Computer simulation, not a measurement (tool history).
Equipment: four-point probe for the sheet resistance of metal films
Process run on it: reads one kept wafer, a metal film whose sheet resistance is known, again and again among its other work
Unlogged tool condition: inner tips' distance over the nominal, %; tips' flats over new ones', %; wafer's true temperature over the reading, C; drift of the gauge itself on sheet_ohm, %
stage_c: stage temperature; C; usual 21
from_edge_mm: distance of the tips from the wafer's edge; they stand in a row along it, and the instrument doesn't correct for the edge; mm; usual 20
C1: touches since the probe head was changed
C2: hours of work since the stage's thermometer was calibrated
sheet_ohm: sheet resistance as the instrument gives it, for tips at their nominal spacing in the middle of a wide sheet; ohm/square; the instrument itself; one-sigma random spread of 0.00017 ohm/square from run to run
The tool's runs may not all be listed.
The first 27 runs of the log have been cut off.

Run 28, day 63.108: usual settings but stage_c 25 C; C1 224118; C2 941. Result: sheet_ohm 0.84324 ohm/square.
At day 64.617: new probe head fitted.
Run 29, day 65.021: usual settings but stage_c 27 C; C1 548; C2 976. Result: sheet_ohm 0.851862 ohm/square.
Run 30, day 68.142: usual settings but stage_c 25 C, from_edge_mm 9 mm; C1 4821; C2 1034. Result: sheet_ohm 0.853579 ohm/square.
Run 31, day 71.175: usual settings but from_edge_mm 44 mm; C1 8971; C2 1091. Result: sheet_ohm 0.851769 ohm/square.
Run 32, day 73.771: usual settings but from_edge_mm 53 mm; C1 12521; C2 1140. Result: sheet_ohm 0.851685 ohm/square.
Run 33, day 75.888: usual settings but stage_c 31 C, from_edge_mm 27 mm; C1 15419; C2 1180. Result: sheet_ohm 0.850236 ohm/square.
Run 34, day 78.125: usual settings but stage_c 23 C, from_edge_mm 5 mm; C1 18481; C2 1222. Result: sheet_ohm 0.858106 ohm/square.
Run 35, day 81.108: usual settings but stage_c 19 C, from_edge_mm 22 mm; C1 22561; C2 1278. Result: sheet_ohm 0.851928 ohm/square.
Run 36, day 82.858: usual settings but stage_c 20 C, from_edge_mm 55 mm; C1 24952; C2 1310. Result: sheet_ohm 0.851432 ohm/square.
Run 37, day 86.35: usual settings but stage_c 23 C, from_edge_mm 6 mm; C1 29730; C2 1376. Result: sheet_ohm 0.855374 ohm/square.
Run 38, day 89.892: usual settings but stage_c 23 C, from_edge_mm 6 mm; C1 34579; C2 1442. Result: sheet_ohm 0.855293 ohm/square.
Run 39, day 91.708: usual settings but stage_c 23 C, from_edge_mm 18 mm; C1 37061; C2 1476. Result: sheet_ohm 0.850381 ohm/square.
Run 40, day 94.833: usual settings but stage_c 23 C, from_edge_mm 54 mm; C1 41340; C2 1535. Result: sheet_ohm 0.849797 ohm/square.
Run 41, day 97.417: usual settings but stage_c 27 C, from_edge_mm 17 mm; C1 44871; C2 1583. Result: sheet_ohm 0.849466 ohm/square.
Run 42, day 101.05: usual settings but stage_c 29 C; C1 49840; C2 1652. Result: sheet_ohm 0.848825 ohm/square.
At day 104.133: stage's thermometer calibrated.
Run 43, day 104.571: usual settings but from_edge_mm 62 mm; C1 54630; C2 8. Result: sheet_ohm 0.849079 ohm/square.
Run 44, day 107.933: usual settings but stage_c 22 C, from_edge_mm 34 mm; C1 59232; C2 71. Result: sheet_ohm 0.848634 ohm/square.
Run 45, day 110.958: usual settings but stage_c 22 C, from_edge_mm 34 mm; C1 63370; C2 128. Result: sheet_ohm 0.848205 ohm/square.

Forecast each of these 3 alternatives for the next run:
Run A, day 114.275: usual settings but stage_c 20 C, from_edge_mm 34 mm; C1 67906; C2 190. Result: sheet_ohm ?.
Run B, day 114.275: usual settings but stage_c 24 C, from_edge_mm 10 mm; C1 67906; C2 190. Result: sheet_ohm ?.
Run C, day 114.275: usual settings but stage_c 25 C, from_edge_mm 68 mm; C1 67906; C2 190. Result: sheet_ohm ?.

run  sheet_ohm
  A   0.848072
  B   0.849205
  C   0.847711
The same runs, with their run-to-run variation unchanged, on a tool lacking any hidden condition would have given:
run  sheet_ohm
  A    0.85214
  B    0.85328
  C    0.85178

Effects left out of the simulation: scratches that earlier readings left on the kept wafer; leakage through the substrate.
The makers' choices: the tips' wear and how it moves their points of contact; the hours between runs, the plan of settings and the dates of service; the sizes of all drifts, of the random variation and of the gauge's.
